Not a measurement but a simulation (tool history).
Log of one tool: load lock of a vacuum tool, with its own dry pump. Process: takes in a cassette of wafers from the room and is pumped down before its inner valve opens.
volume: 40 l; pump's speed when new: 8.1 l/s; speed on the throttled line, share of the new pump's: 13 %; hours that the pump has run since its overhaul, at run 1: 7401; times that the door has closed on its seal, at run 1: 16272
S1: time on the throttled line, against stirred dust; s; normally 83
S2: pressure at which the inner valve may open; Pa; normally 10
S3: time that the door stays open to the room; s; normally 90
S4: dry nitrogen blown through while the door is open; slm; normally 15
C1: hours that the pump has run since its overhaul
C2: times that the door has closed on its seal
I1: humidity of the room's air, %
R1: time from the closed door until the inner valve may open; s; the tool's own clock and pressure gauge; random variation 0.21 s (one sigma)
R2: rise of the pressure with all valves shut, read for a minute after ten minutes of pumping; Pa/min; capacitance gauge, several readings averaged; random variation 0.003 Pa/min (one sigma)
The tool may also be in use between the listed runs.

{"run": 1, "hour": 0.0, "S1": 83, "S2": 10, "S3": 90, "S4": 15, "C1": 7401, "C2": 16272, "I1": 43.1, "R1": 119.8, "R2": 0.128}
{"run": 2, "hour": 450.4, "S1": 83, "S2": 10, "S3": 90, "S4": 15, "C1": 7851, "C2": 17476, "I1": 44.5, "R1": 120.2, "R2": 0.135}
{"run": 3, "hour": 754.9, "S1": 83, "S2": 10, "S3": 90, "S4": 15, "C1": 8156, "C2": 18290, "I1": 45.1, "R1": 120.3, "R2": 0.144}
{"run": 4, "hour": 1025.7, "S1": 83, "S2": 16, "S3": 90, "S4": 15, "C1": 8426, "C2": 19014, "I1": 43.2, "R1": 117.4, "R2": 0.14}
{"run": 5, "hour": 1403.2, "S1": 83, "S2": 16, "S3": 90, "S4": 15, "C1": 8804, "C2": 20023, "I1": 41.8, "R1": 117.7, "R2": 0.153}
{"run": 6, "hour": 1874.3, "S1": 83, "S2": 16, "S3": 90, "S4": 15, "C1": 9275, "C2": 21282, "I1": 43.1, "R1": 117.8, "R2": 0.159}
{"run": 7, "hour": 2189.6, "S1": 83, "S2": 16, "S3": 90, "S4": 15, "C1": 9590, "C2": 22125, "I1": 47.2, "R1": 118.1, "R2": 0.167}
{"run": 8, "hour": 2662.6, "S1": 83, "S2": 16, "S3": 90, "S4": 15, "C1": 10063, "C2": 23390, "I1": 46.7, "R1": 118.0, "R2": 0.172}
{"run": 9, "hour": 3085.4, "S1": 83, "S2": 16, "S3": 90, "S4": 15, "C1": 10486, "C2": 24520, "I1": 44.0, "R1": 118.0, "R2": 0.183}
{"run": 10, "hour": 3320.8, "S1": 83, "S2": 16, "S3": 90, "S4": 15, "C1": 10721, "C2": 25149, "I1": 44.5, "R1": 118.2, "R2": 0.187}
{"run": 11, "hour": 3615.0, "S1": 83, "S2": 16, "S3": 90, "S4": 15, "C1": 11016, "C2": 25935, "I1": 48.2, "R1": 118.1, "R2": 0.194}
{"run": 12, "hour": 3846.7, "S1": 83, "S2": 16, "S3": 90, "S4": 15, "C1": 11247, "C2": 26554, "I1": 46.5, "R1": 119.0, "R2": 0.195}
{"run": 13, "hour": 4136.3, "S1": 83, "S2": 16, "S3": 90, "S4": 15, "C1": 11537, "C2": 27329, "I1": 43.7, "R1": 118.3, "R2": 0.2}
{"run": 14, "hour": 4483.4, "S1": 83, "S2": 10, "S3": 90, "S4": 15, "C1": 11884, "C2": 28256, "I1": 45.4, "R1": 120.7, "R2": 0.211}
{"run": 15, "hour": 4813.6, "S1": 83, "S2": 10, "S3": 90, "S4": 15, "C1": 12214, "C2": 29139, "I1": 44.6, "R1": 121.2, "R2": 0.216}
{"run": 16, "hour": 5011.1, "S1": 83, "S2": 10, "S3": 90, "S4": 17, "C1": 12412, "C2": 29667, "I1": 46.2, "R1": 121.3, "R2": 0.224}
{"run": 17, "hour": 5211.6, "S1": 83, "S2": 10, "S3": 90, "S4": 17, "C1": 12612, "C2": 30203, "I1": 45.3, "R1": 120.9, "R2": 0.221}
{"run": 18, "hour": 5674.9, "S1": 83, "S2": 10, "S3": 90, "S4": 17, "C1": 13076, "C2": 31441, "I1": 44.3, "R1": 121.4, "R2": 0.233}
{"run": 19, "hour": 6071.2, "S1": 132, "S2": 10, "S3": 90, "S4": 8, "C1": 13472, "C2": 32501, "I1": 43.0, "R1": 163.7, "R2": 0.254}
{"run": 20, "hour": 6557.8, "S1": 113, "S2": 10, "S3": 195, "S4": 41, "C1": 13958, "C2": 33801, "I1": 45.5, "R1": 147.9, "R2": 0.262}
{"run": 21, "hour": 7017.4, "S1": 136, "S2": 10, "S3": 195, "S4": 41, "C1": 14418, "C2": 35030, "I1": 42.8, "R1": 167.5, "R2": 0.279}
{"run": 22, "hour": 7445.3, "S1": 136, "S2": 10, "S3": 195, "S4": 41, "C1": 14846, "C2": 36173, "I1": 44.0, "R1": 167.6, "R2": 0.29}
{"run": 23, "hour": 7863.2, "S1": 54, "S2": 10, "S3": 177, "S4": 15, "C1": 15264, "C2": 37291, "I1": 44.9, "R1": 96.8, "R2": 0.311}
{"run": 24, "hour": 8062.0, "S1": 111, "S2": 11, "S3": 224, "S4": 6, "C1": 15463, "C2": 37822, "I1": 44.8, "R1": 145.1, "R2": 0.361}
{"run": 25, "hour": 8382.8, "S1": 53, "S2": 10, "S3": 90, "S4": 15, "C1": 15784, "C2": 38679, "I1": 44.2, "R1": 96.4, "R2": 0.302}
{"run": 26, "hour": 8870.5, "S1": 53, "S2": 10, "S3": 90, "S4": 15, "C1": 16271, "C2": 39983, "I1": 46.5, "R1": 96.1, "R2": 0.325}
{"run": 27, "hour": 9218.4, "S1": 53, "S2": 10, "S3": 90, "S4": 15, "C1": 16619, "C2": 40913, "I1": 39.9, "R1": 96.3, "R2": 0.314}
{"run": 28, "hour": 9666.5, "S1": 53, "S2": 7, "S3": 98, "S4": 15, "C1": 17067, "C2": 42110, "I1": 43.6, "R1": 98.8, "R2": 0.342}
{"run": 29, "hour": 10029.6, "S1": 83, "S2": 10, "S3": 126, "S4": 31, "C1": 17430, "C2": 43081, "I1": 40.9, "R1": 122.5, "R2": 0.339}
{"run": 30, "hour": 10410.8, "S1": 61, "S2": 10, "S3": 72, "S4": 9, "C1": 17811, "C2": 44100, "I1": 43.9, "R1": 103.0, "R2": 0.362}
{"run": 31, "hour": 10696.4, "S1": 83, "S2": 10, "S3": 90, "S4": 4, "C1": 18097, "C2": 44863, "I1": 43.7, "R1": 121.8, "R2": 0.379}
{"run": 32, "hour": 11052.4, "S1": 83, "S2": 10, "S3": 90, "S4": 4, "C1": 18453, "C2": 45815, "I1": 46.4, "R1": 122.1, "R2": 0.386}
{"run": 33, "hour": 11476.3, "S1": 123, "S2": 13, "S3": 40, "S4": 34, "C1": 18877, "C2": 46948, "I1": 44.7, "R1": 154.9, "R2": 0.363}
{"run": 34, "hour": 11806.6, "S1": 123, "S2": 13, "S3": 40, "S4": 34, "C1": 19207, "C2": 47831, "I1": 47.1, "R1": 155.4, "R2": 0.375}
{"run": 35, "hour": 12261.1, "S1": 123, "S2": 13, "S3": 40, "S4": 34, "C1": 19662, "C2": 49046, "I1": 44.3, "R1": 155.3, "R2": 0.391}
{"run": 36, "hour": 12487.1, "S1": 123, "S2": 8, "S3": 115, "S4": 34, "C1": 19888, "C2": 49650, "I1": 46.8, "R1": 158.6, "R2": 0.415}

What would each run have given without the hidden state, its run-to-run variation left as it was?
Hidden state present: pump's speed, % of a new pump's; leak at the door's seal, Pa l/s; drift of the gauge itself on ready_s, %; drift of the gauge itself on rise_pa_min, %.
run=1 R1=117.9 R2=0.045
run=2 R1=118.2 R2=0.044
run=3 R1=118.3 R2=0.048
run=4 R1=115.6 R2=0.042
run=5 R1=115.8 R2=0.045
run=6 R1=115.8 R2=0.044
run=7 R1=116.1 R2=0.044
run=8 R1=115.8 R2=0.044
run=9 R1=115.8 R2=0.044
run=10 R1=115.9 R2=0.046
run=11 R1=115.7 R2=0.044
run=12 R1=116.6 R2=0.044
run=13 R1=115.9 R2=0.041
run=14 R1=117.9 R2=0.045
run=15 R1=118.3 R2=0.042
run=16 R1=118.4 R2=0.045
run=17 R1=118.0 R2=0.041
run=18 R1=118.4 R2=0.042
run=19 R1=161.2 R2=0.053
run=20 R1=145.0 R2=0.048
run=21 R1=164.8 R2=0.050
run=22 R1=164.8 R2=0.053
run=23 R1=92.9 R2=0.067
run=24 R1=142.1 R2=0.106
run=25 R1=92.4 R2=0.046
run=26 R1=92.1 R2=0.047
run=27 R1=92.2 R2=0.037
run=28 R1=94.4 R2=0.045
run=29 R1=118.5 R2=0.039
run=30 R1=98.6 R2=0.047
run=31 R1=117.7 R2=0.054
run=32 R1=118.0 R2=0.054
run=33 R1=151.4 R2=0.019
run=34 R1=151.9 R2=0.024
run=35 R1=151.7 R2=0.020
run=36 R1=154.5 R2=0.037
